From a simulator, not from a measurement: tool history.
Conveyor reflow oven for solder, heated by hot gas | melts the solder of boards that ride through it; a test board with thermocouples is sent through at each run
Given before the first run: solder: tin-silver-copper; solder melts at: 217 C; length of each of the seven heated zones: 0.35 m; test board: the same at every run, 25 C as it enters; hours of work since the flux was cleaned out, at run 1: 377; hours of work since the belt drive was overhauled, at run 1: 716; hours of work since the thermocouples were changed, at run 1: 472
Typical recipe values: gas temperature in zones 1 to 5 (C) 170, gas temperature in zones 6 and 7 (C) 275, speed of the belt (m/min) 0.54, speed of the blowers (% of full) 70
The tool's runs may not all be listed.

run	hour	gas temperature in zones 1 to 5 (C)	gas temperature in zones 6 and 7 (C)	speed of the belt (m/min)	speed of the blowers (% of full)	hours of work since the flux was cleaned out	hours of work since the belt drive was overhauled	hours of work since the thermocouples were changed	highest temperature of the board (C)	time above the solder's melting point (s)
1	0	170	275	0.54	70	377	716	472	249.7	54.2
2	64.2	170	275	0.598	70	418	756	512	245	43.6
3	130.6	170	275	0.54	81	460	798	554	252.6	56.4
4	168.2	170	275	0.54	81	483	822	578	252.6	56.5
# hour 179.7: flux residue cleaned out of gas plates and filters
5	206.7	170	275	0.54	70	17	843	599	248	51.6
6	251.6	170	275	0.611	70	45	871	627	242	39.1
7	293.2	170	275	0.54	64	72	898	653	245.9	49.1
8	344.6	170	275	0.54	64	104	930	686	245.9	49.1
9	383.2	170	275	0.54	70	128	954	710	247.3	51.1
10	448.9	170	275	0.54	70	170	996	751	247.1	50.7
# hour 475: flux residue cleaned out of gas plates and filters, once more
11	485.3	170	275	0.54	70	6	1016	771	255.5	59.4
12	530.5	170	275	0.54	70	35	1044	800	255.2	59.2
13	569.8	170	275	0.54	70	60	1069	824	255.1	58.9
14	606.5	170	275	0.54	70	83	1092	848	254.8	59
15	671.6	171	275	0.54	70	124	1133	889	254.7	59.2
16	715	171	275	0.54	70	151	1160	916	254.9	58.9
17	752.5	173	275	0.54	70	175	1184	940	254.6	60
# hour 757.7: thermocouples of zones 6 and 7 changed
18	818.7	173	275	0.54	70	215	1224	38	251.6	57.3
19	859.6	180	286	0.45	67	241	1250	64	268.2	86.3
20	891.4	180	286	0.45	67	261	1270	84	268.5	85.7
21	939.5	180	286	0.45	67	291	1301	115	268.5	86.2
22	976.5	160	267	0.483	63	315	1324	138	243.9	52
23	1030.6	163	275	0.58	70	349	1358	172	245.4	44.9
24	1076.7	166	275	0.58	57	378	1387	201	240.5	39.3
25	1130.1	176	275	0.441	56	412	1421	235	255.1	75.8
26	1197.3	176	275	0.441	56	454	1463	277	254.9	75.4
27	1224.6	176	275	0.441	56	471	1480	294	254.7	75.6
# hour 1252.9: flux residue cleaned out of gas plates and filters
28	1276.8	176	270	0.514	57	15	1510	324	248.5	59
29	1341.2	179	275	0.54	70	56	1550	365	255.9	64.3
30	1408.2	179	275	0.54	70	98	1593	407	255.8	63.9

For each entry between runs, how does the tool's hidden state at the last listed run before it compare with that at the first listed run after it?
Runs 4 to 5: flux residue cleaned out of gas plates and filters (hour 179.7)
  heat that the gas passes to the board, % of a clean oven's: 83.9 -> 81.2; belt's true speed, % of the reading: 98.06 -> 98.01; true gas temperature in zones 6 and 7 over the reading, C: 1.59 -> 1.65
  the result without the hidden state subtracted from the measured one, highest temperature of the board (C): -3.7 -> -4.5; time above the solder's melting point (s): -2.6 -> -4
Runs 10 to 11: flux residue cleaned out of gas plates and filters, once more (hour 475)
  heat that the gas passes to the board, % of a clean oven's: 77.3 -> 99.2; belt's true speed, % of the reading: 97.65 -> 97.6; true gas temperature in zones 6 and 7 over the reading, C: 2.11 -> 2.16
  the result without the hidden state subtracted from the measured one, highest temperature of the board (C): -5.7 -> +2.5; time above the solder's melting point (s): -5.3 -> +3.4
Runs 17 to 18: thermocouples of zones 6 and 7 changed (hour 757.7)
  heat that the gas passes to the board, % of a clean oven's: 94 -> 92.8; belt's true speed, % of the reading: 97.21 -> 97.11; true gas temperature in zones 6 and 7 over the reading, C: 2.66 -> -0.39
  the result without the hidden state subtracted from the measured one, highest temperature of the board (C): +1.5 -> -1.4; time above the solder's melting point (s): +2.6 -> +0.4
Runs 27 to 28: flux residue cleaned out of gas plates and filters (hour 1252.9)
  heat that the gas passes to the board, % of a clean oven's: 85.8 -> 99.1; belt's true speed, % of the reading: 96.51 -> 96.44; true gas temperature in zones 6 and 7 over the reading, C: 0.38 -> 0.46
  the result without the hidden state subtracted from the measured one, highest temperature of the board (C): -1.7 -> +1.6; time above the solder's melting point (s): +0.7 -> +3.9
